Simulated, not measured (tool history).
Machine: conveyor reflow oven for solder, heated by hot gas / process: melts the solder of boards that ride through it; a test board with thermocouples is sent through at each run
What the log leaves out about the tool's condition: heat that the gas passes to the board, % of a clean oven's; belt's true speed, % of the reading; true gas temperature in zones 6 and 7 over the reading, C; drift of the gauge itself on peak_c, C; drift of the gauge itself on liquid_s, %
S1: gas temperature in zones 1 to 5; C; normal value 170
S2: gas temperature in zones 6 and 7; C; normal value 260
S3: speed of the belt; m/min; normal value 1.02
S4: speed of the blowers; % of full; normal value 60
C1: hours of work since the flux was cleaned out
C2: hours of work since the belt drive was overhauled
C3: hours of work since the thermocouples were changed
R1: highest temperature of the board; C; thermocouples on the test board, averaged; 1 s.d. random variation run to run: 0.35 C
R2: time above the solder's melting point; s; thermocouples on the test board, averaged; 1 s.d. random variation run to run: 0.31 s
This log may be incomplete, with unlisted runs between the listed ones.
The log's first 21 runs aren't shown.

{"run": 22, "hour": 511.6, "S1": 164, "S2": 272, "S3": 1.22, "S4": 51, "C1": 119, "C2": 421, "C3": 235, "R1": 233.6, "R2": 15.6}
{"run": 23, "hour": 528.8, "S1": 177, "S2": 263, "S3": 1.02, "S4": 79, "C1": 126, "C2": 428, "C3": 242, "R1": 245.4, "R2": 32.0}
{"run": 24, "hour": 558.3, "S1": 177, "S2": 263, "S3": 1.02, "S4": 79, "C1": 138, "C2": 439, "C3": 254, "R1": 245.8, "R2": 32.2}
{"run": 25, "hour": 590.5, "S1": 177, "S2": 263, "S3": 1.02, "S4": 79, "C1": 151, "C2": 452, "C3": 267, "R1": 245.0, "R2": 32.2}
{"run": 26, "hour": 626.4, "S1": 184, "S2": 253, "S3": 1.17, "S4": 77, "C1": 165, "C2": 467, "C3": 281, "R1": 234.7, "R2": 22.8}
{"run": 27, "hour": 642.7, "S1": 175, "S2": 260, "S3": 1.02, "S4": 54, "C1": 172, "C2": 473, "C3": 288, "R1": 237.2, "R2": 24.9}
{"run": 28, "hour": 674.7, "S1": 175, "S2": 260, "S3": 1.02, "S4": 54, "C1": 185, "C2": 486, "C3": 300, "R1": 237.2, "R2": 25.3}
{"run": 29, "hour": 689.4, "S1": 173, "S2": 249, "S3": 1.12, "S4": 64, "C1": 190, "C2": 492, "C3": 306, "R1": 227.0, "R2": 14.5}
{"run": 30, "hour": 704.4, "S1": 173, "S2": 249, "S3": 1.12, "S4": 64, "C1": 197, "C2": 498, "C3": 312, "R1": 227.4, "R2": 15.3}
{"run": 31, "hour": 731.7, "S1": 173, "S2": 249, "S3": 1.12, "S4": 64, "C1": 207, "C2": 509, "C3": 323, "R1": 227.1, "R2": 14.4}
{"run": 32, "hour": 758.2, "S1": 182, "S2": 249, "S3": 1.12, "S4": 64, "C1": 218, "C2": 520, "C3": 334, "R1": 230.4, "R2": 18.8}

3 options for the next run, each taken on its own from the tool as it stands now. Forecast them:
{"run": "A", "hour": 777.4, "S1": 163, "S2": 249, "S3": 1.12, "S4": 51, "C1": 226, "C2": 527, "C3": 342, "R1": "?", "R2": "?"}
{"run": "B", "hour": 777.4, "S1": 170, "S2": 265, "S3": 1.02, "S4": 70, "C1": 226, "C2": 527, "C3": 342, "R1": "?", "R2": "?"}
{"run": "C", "hour": 777.4, "S1": 175, "S2": 262, "S3": 1.02, "S4": 64, "C1": 226, "C2": 527, "C3": 342, "R1": "?", "R2": "?"}

run=A R1=220.5 R2=5.2
run=B R1=244.0 R2=29.3
run=C R1=241.2 R2=28.3
Had the tool no hidden state, the same runs would have come out as:
run=A R1=220.6 R2=5.4
run=B R1=244.1 R2=29.4
run=C R1=241.3 R2=28.4
